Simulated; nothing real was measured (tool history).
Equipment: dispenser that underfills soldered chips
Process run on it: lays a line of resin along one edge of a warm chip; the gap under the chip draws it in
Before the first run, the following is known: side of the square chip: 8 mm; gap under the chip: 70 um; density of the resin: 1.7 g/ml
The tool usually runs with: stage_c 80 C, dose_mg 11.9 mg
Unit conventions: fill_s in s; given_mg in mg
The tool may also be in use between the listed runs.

| run | hour | stage_c | dose_mg | fill_s | given_mg |
|---|---|---|---|---|---|
| 1 | 0 | 80 | 11.9 | 41 | 11.52 |
|  | 3.6 | new syringe of resin |
| 2 | 4.9 | 80 | 11.9 | 27.6 | 11.45 |
| 3 | 8.3 | 80 | 12.3 | 30.5 | 11.92 |
| 4 | 12 | 84 | 12.3 | 28.6 | 11.91 |
| 5 | 16.3 | 80 | 11.9 | 38.8 | 11.4 |
| 6 | 19.3 | 80 | 11.9 | 41.6 | 11.55 |
| 7 | 21.3 | 80 | 13.1 | 44.7 | 12.62 |
|  | 22.8 | new syringe of resin |
| 8 | 24 | 80 | 13.1 | 27.8 | 12.59 |
| 9 | 26.6 | 80 | 13.1 | 30 | 12.6 |
| 10 | 29.7 | 80 | 13.1 | 32.5 | 12.53 |
| 11 | 33.8 | 80 | 13.1 | 36.3 | 12.56 |
| 12 | 37.7 | 80 | 13.1 | 40.8 | 12.49 |
| 13 | 40.2 | 80 | 11.9 | 45.1 | 11.38 |
|  | 41.8 | new syringe of resin |
| 14 | 43.6 | 80 | 11.9 | 28.6 | 11.43 |
| 15 | 46.1 | 80 | 11.9 | 30.5 | 11.4 |
| 16 | 49.4 | 80 | 12.2 | 33.1 | 11.69 |
| 17 | 53.1 | 80 | 11.9 | 37.7 | 11.36 |
| 18 | 56.1 | 80 | 11.9 | 41.1 | 11.33 |
|  | 57.9 | dispensing valve cleaned and set on the balance |
| 19 | 61.1 | 90 | 11 | 30.3 | 11.02 |
|  | 61.7 | new syringe of resin |
| 20 | 65.7 | 79 | 13.5 | 32.8 | 13.49 |
| 21 | 68.7 | 73 | 11.9 | 45.9 | 11.91 |
| 22 | 72.1 | 73 | 11.9 | 49.8 | 11.83 |
| 23 | 74.8 | 74 | 10.2 | 53.7 | 10.24 |
| 24 | 77.3 | 84 | 11.5 | 36.7 | 11.41 |
| 25 | 79.5 | 84 | 11.5 | 39.7 | 11.47 |
|  | 80.7 | new syringe of resin |
| 26 | 82.6 | 81 | 13.7 | 27.7 | 13.57 |
| 27 | 84.8 | 85 | 14 | 23.8 | 13.94 |
| 28 | 87.2 | 76 | 14.3 | 38.6 | 14.2 |
| 29 | 89.8 | 76 | 14.3 | 40.5 | 14.24 |
| 30 | 92.1 | 86 | 12.6 | 29.2 | 12.49 |
| 31 | 94.7 | 90 | 13.6 | 26.3 | 13.57 |
| 32 | 97.6 | 68 | 11.5 | 73.9 | 11.45 |
|  | 99.7 | new syringe of resin |
| 33 | 102.4 | 81 | 14.6 | 27.7 | 14.54 |
| 34 | 105.4 | 82 | 14 | 29.1 | 13.83 |
| 35 | 109.9 | 82 | 14 | 32.7 | 13.83 |

Had the tool no unlogged condition, and each run kept its random variation, what would the results have been?
Hidden conditions of the tool in this case: resin's viscosity, % of fresh resin's; dose that the valve gives, % of what is set; true chip temperature over the reading, C; drift of the gauge itself on fill_s, %; drift of the gauge itself on given_mg, %.
| run | fill_s | given_mg |
|---|---|---|
| 1 | 24.8 | 11.89 |
| 2 | 25.6 | 11.84 |
| 3 | 25.6 | 12.34 |
| 4 | 21.5 | 12.34 |
| 5 | 25.9 | 11.82 |
| 6 | 25.4 | 11.99 |
| 7 | 25.8 | 13.11 |
| 8 | 25.9 | 13.09 |
| 9 | 26 | 13.11 |
| 10 | 25.7 | 13.06 |
| 11 | 25.4 | 13.1 |
| 12 | 25.6 | 13.04 |
| 13 | 26.4 | 11.89 |
| 14 | 25.8 | 11.95 |
| 15 | 25.6 | 11.94 |
| 16 | 25.4 | 12.25 |
| 17 | 26 | 11.92 |
| 18 | 25.9 | 11.89 |
| 19 | 17.2 | 11 |
| 20 | 27.7 | 13.49 |
| 21 | 35.4 | 11.92 |
| 22 | 34.8 | 11.85 |
| 23 | 34.7 | 10.27 |
| 24 | 22.2 | 11.45 |
| 25 | 22.6 | 11.52 |
| 26 | 25.2 | 13.64 |
| 27 | 20.2 | 14.02 |
| 28 | 30.6 | 14.28 |
| 29 | 29.7 | 14.34 |
| 30 | 20.1 | 12.59 |
| 31 | 16.9 | 13.68 |
| 32 | 43.2 | 11.55 |
| 33 | 24.6 | 14.69 |
| 34 | 23.7 | 13.99 |
| 35 | 23.4 | 14 |

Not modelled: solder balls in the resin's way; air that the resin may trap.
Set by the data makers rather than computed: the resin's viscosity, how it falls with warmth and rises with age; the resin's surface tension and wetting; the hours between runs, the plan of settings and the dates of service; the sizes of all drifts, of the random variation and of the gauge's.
